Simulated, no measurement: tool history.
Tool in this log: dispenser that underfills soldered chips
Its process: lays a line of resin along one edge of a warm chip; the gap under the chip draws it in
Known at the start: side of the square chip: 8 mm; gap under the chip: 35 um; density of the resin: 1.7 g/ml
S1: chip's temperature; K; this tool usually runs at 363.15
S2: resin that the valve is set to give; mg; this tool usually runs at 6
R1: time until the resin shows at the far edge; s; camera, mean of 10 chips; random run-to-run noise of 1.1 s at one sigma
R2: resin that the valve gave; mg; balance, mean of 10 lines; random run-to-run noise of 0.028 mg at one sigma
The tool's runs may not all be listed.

run	hour	S1	S2	R1	R2
1	0	363.15	6	162.1	5.97
2	7.8	363.15	6	255.7	5.94
# hour 9.1: new syringe of resin
3	18.5	363.15	6	181.4	5.89
# hour 24.8: new syringe of resin
4	25.8	365.15	6	110.6	5.86
5	36.2	365.15	6	203.2	5.79
# hour 41.3: new syringe of resin
6	42.5	365.15	6	109.3	5.82
7	53.2	365.15	6	204.8	5.85
# hour 57.7: new syringe of resin
8	61.6	367.15	6	121.2	5.81
9	67.1	367.15	6	168.2	5.8
# hour 73.7: new syringe of resin
10	73.7	363.15	6	109.1	5.78
11	84.5	363.15	6	205.8	5.73
# hour 89.8: new syringe of resin
# hour 92.4: dispensing valve cleaned and set on the balance
12	98.3	363.15	6	166.3	5.98
# hour 106.8: new syringe of resin
13	107.8	363.15	6	114.1	5.98
14	119.2	363.15	6	227.5	5.91
# hour 123.1: new syringe of resin
15	129.3	373.15	6	119.8	5.94
16	135.1	363.15	6	222.2	5.89
# hour 139.3: new syringe of resin
17	145.5	363.15	6	155.7	5.87
# hour 155.5: new syringe of resin
18	158.4	351.15	7.51	181	7.3
19	166.2	363.15	6.87	201.3	6.7
# hour 171.5: new syringe of resin
20	178.4	369.15	7.38	135.8	7.13
21	186.5	360.15	7.65	277.8	7.4

Forecast run 22:
# hour 187.8: new syringe of resin
22	198.9	353.15	6.02	?	?

Run 22 yielded R1 279.8 s, R2 5.75 mg.
Had the tool carried no hidden state, the very same run would have given R1 138.3 s, R2 5.99 mg.
